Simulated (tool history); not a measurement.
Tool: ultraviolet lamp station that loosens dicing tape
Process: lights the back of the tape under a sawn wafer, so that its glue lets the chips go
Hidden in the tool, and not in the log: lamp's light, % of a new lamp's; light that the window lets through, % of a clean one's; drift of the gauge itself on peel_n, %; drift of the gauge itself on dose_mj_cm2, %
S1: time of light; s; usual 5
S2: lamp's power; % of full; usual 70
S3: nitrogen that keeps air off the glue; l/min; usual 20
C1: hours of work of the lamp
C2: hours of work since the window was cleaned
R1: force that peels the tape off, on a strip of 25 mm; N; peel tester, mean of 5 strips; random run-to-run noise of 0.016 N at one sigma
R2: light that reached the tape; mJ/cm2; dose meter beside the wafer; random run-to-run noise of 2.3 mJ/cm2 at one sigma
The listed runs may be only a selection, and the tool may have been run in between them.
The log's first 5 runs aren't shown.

| run | hour | S1 | S2 | S3 | C1 | C2 | R1 | R2 |
|---|---|---|---|---|---|---|---|---|
| 6 | 160.7 | 5 | 70 | 6 | 1096 | 389 | 1.958 | 154 |
| 7 | 183.5 | 5 | 70 | 6 | 1112 | 405 | 2.001 | 154 |
| 8 | 216.5 | 5 | 70 | 6 | 1136 | 429 | 2.028 | 154 |
| 9 | 238.4 | 5 | 70 | 6 | 1151 | 444 | 2.08 | 151 |
| 10 | 260.8 | 5 | 70 | 20 | 1167 | 460 | 1.316 | 148 |
| 11 | 305.4 | 5 | 70 | 20 | 1199 | 492 | 1.312 | 150 |
|  | 341.5 | window cleaned of glue's vapour |
| 12 | 348.7 | 5 | 70 | 20 | 1230 | 5 | 1.083 | 171 |
| 13 | 384.1 | 5 | 70 | 20 | 1255 | 31 | 1.089 | 168 |
| 14 | 403.4 | 5 | 99 | 20 | 1269 | 44 | 0.675 | 238 |
| 15 | 433.4 | 5 | 99 | 20 | 1290 | 66 | 0.671 | 230 |
| 16 | 478.7 | 5 | 70 | 13 | 1323 | 98 | 1.392 | 166 |
| 17 | 505.7 | 5 | 70 | 13 | 1342 | 117 | 1.453 | 163 |
| 18 | 543.6 | 5 | 70 | 13 | 1369 | 145 | 1.453 | 159 |
| 19 | 564.7 | 5 | 70 | 13 | 1384 | 160 | 1.432 | 159 |
| 20 | 607.2 | 5 | 70 | 10 | 1415 | 190 | 1.685 | 150 |
| 21 | 639.7 | 5 | 70 | 10 | 1438 | 213 | 1.625 | 151 |
| 22 | 659.5 | 3 | 62 | 8 | 1452 | 228 | 2.892 | 83 |
| 23 | 681.8 | 2 | 62 | 20 | 1468 | 243 | 2.983 | 50 |
| 24 | 725.4 | 3 | 70 | 20 | 1499 | 275 | 2.193 | 87 |
| 25 | 768.5 | 6 | 61 | 8 | 1530 | 306 | 1.913 | 154 |
| 26 | 807.9 | 3 | 67 | 20 | 1558 | 334 | 2.341 | 81 |
| 27 | 849.1 | 3 | 67 | 20 | 1588 | 363 | 2.311 | 83 |
| 28 | 887.6 | 5 | 73 | 13 | 1615 | 391 | 1.529 | 146 |
| 29 | 919.1 | 2 | 73 | 16 | 1638 | 413 | 3.008 | 56 |
| 30 | 942.9 | 7 | 83 | 35 | 1655 | 430 | 0.532 | 225 |

What will run 31 give?
| 31 | 979.3 | 5 | 67 | 8 | 1681 | 456 | ? | ? |

Run 31 yielded R1 2.143 N, R2 129 mJ/cm2.
If the tool had no hidden condition, the same run with the same run-to-run variation would have returned R1 1.343 N, R2 204 mJ/cm2.
